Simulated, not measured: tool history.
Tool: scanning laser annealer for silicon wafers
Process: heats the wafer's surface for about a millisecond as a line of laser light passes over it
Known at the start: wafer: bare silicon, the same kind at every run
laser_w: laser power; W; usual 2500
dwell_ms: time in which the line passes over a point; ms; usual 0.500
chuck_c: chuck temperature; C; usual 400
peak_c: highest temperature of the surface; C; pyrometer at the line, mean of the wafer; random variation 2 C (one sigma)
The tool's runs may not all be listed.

run   hour  laser_w  dwell_ms  chuck_c  peak_c
  1    0.0     2500     0.500      400    1247
  2   46.1     2500     0.500      400    1243
  3   91.1     2500     0.500      400    1247
  4  131.5     2500     0.500      400    1245
  5  184.6     2500     0.500      400    1248
  6  224.2     2500     0.500      400    1245
  7  273.6     2500     0.500      400    1244
  8  333.6     2500     0.447      400    1206
  9  383.4     2500     0.500      400    1242
 10  425.4     2500     0.500      400    1245
 11  464.8     2500     0.500      400    1249
 12  509.4     2500     0.500      400    1242
 13  547.8     2500     0.500      400    1244
 14  602.8     2208     0.500      432    1153
 15  658.6     2208     0.500      432    1153
 16  719.6     2208     0.400      432    1082
 17  773.0     2598     0.587      417    1372
 18  809.2     2500     0.379      400    1152
 19  836.6     2571     0.437      393    1220
 20  870.8     2307     0.473      412    1160
 21  931.1     2500     0.585      400    1306

Not shown: 3 entries that the log had between the listed runs. Between which runs, and how does the tool's hidden state differ before and after?
Between runs 2 and 3: optics aligned, line set to its width (hour 85.3)
  light that passes the window, % of a clean one's: 99.96 -> 99.95; width of the line over the set one, %: 0.02 -> 0
Between runs 7 and 8: window over the wafer cleaned (hour 283.3)
  light that passes the window, % of a clean one's: 99.92 -> 99.99
Between runs 16 and 17: window over the wafer cleaned (hour 735.9)
  light that passes the window, % of a clean one's: 99.92 -> 99.99

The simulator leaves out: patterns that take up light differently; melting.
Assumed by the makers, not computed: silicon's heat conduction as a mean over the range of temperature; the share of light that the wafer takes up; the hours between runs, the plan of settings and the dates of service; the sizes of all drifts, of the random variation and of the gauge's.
